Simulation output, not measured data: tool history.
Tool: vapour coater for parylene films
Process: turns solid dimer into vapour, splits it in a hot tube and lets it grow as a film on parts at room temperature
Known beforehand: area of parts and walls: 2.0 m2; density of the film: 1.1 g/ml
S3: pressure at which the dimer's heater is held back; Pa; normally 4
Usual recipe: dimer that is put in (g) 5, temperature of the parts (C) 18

Run 1, day 0: usual settings. Result: thickness of the film (um) 1.31.
Run 2, day 0.7: usual settings. Result: thickness of the film (um) 1.31.
Run 3, day 1.179: usual settings. Result: thickness of the film (um) 1.28.
Run 4, day 1.662: usual settings. Result: thickness of the film (um) 1.31.
Run 5, day 2.117: usual settings. Result: thickness of the film (um) 1.27.
Run 6, day 2.842: usual settings. Result: thickness of the film (um) 1.31.
Run 7, day 3.192: usual settings but temperature of the parts (C) 15. Result: thickness of the film (um) 1.4.
Run 8, day 3.533: usual settings but temperature of the parts (C) 15. Result: thickness of the film (um) 1.41.
Run 9, day 4.275: usual settings but temperature of the parts (C) 15. Result: thickness of the film (um) 1.44.
Run 10, day 5.025: usual settings but temperature of the parts (C) 15. Result: thickness of the film (um) 1.41.
Run 11, day 5.683: usual settings but temperature of the parts (C) 15. Result: thickness of the film (um) 1.37.
Run 12, day 6.279: usual settings. Result: thickness of the film (um) 1.23.
Run 13, day 6.746: usual settings but temperature of the parts (C) 11. Result: thickness of the film (um) 1.55.
Run 14, day 7.162: usual settings but temperature of the parts (C) 11. Result: thickness of the film (um) 1.52.
Run 15, day 7.483: usual settings but dimer that is put in (g) 4, temperature of the parts (C) 26, S3 2.4 Pa. Result: thickness of the film (um) 0.84.
Run 16, day 8: usual settings but dimer that is put in (g) 4, temperature of the parts (C) 26, S3 3.19 Pa. Result: thickness of the film (um) 0.8.
Run 17, day 8.392: usual settings but dimer that is put in (g) 4, S3 10.36 Pa. Result: thickness of the film (um) 0.94.
Run 18, day 9.075: usual settings but dimer that is put in (g) 3, temperature of the parts (C) 16, S3 4.83 Pa. Result: thickness of the film (um) 0.75.
At day 9.15: table's thermometer calibrated.
Run 19, day 9.529: usual settings but dimer that is put in (g) 3, temperature of the parts (C) 16, S3 4.83 Pa. Result: thickness of the film (um) 0.77.
Run 20, day 10.3: usual settings but dimer that is put in (g) 3, temperature of the parts (C) 16, S3 4.83 Pa. Result: thickness of the film (um) 0.75.
At day 10.629: table's thermometer calibrated, once more.
Run 21, day 11.096: usual settings but dimer that is put in (g) 4, temperature of the parts (C) 10, S3 3.37 Pa. Result: thickness of the film (um) 1.26.

Run 22 is up next; what results do you expect?
Run 22, day 11.858: usual settings but dimer that is put in (g) 4, temperature of the parts (C) 23, S3 3.37 Pa. Result: thickness of the film (um) ?.

Run 22 measured thickness of the film (um) 0.89.
With no hidden state in the tool, this same run would have given thickness of the film (um) 0.97.
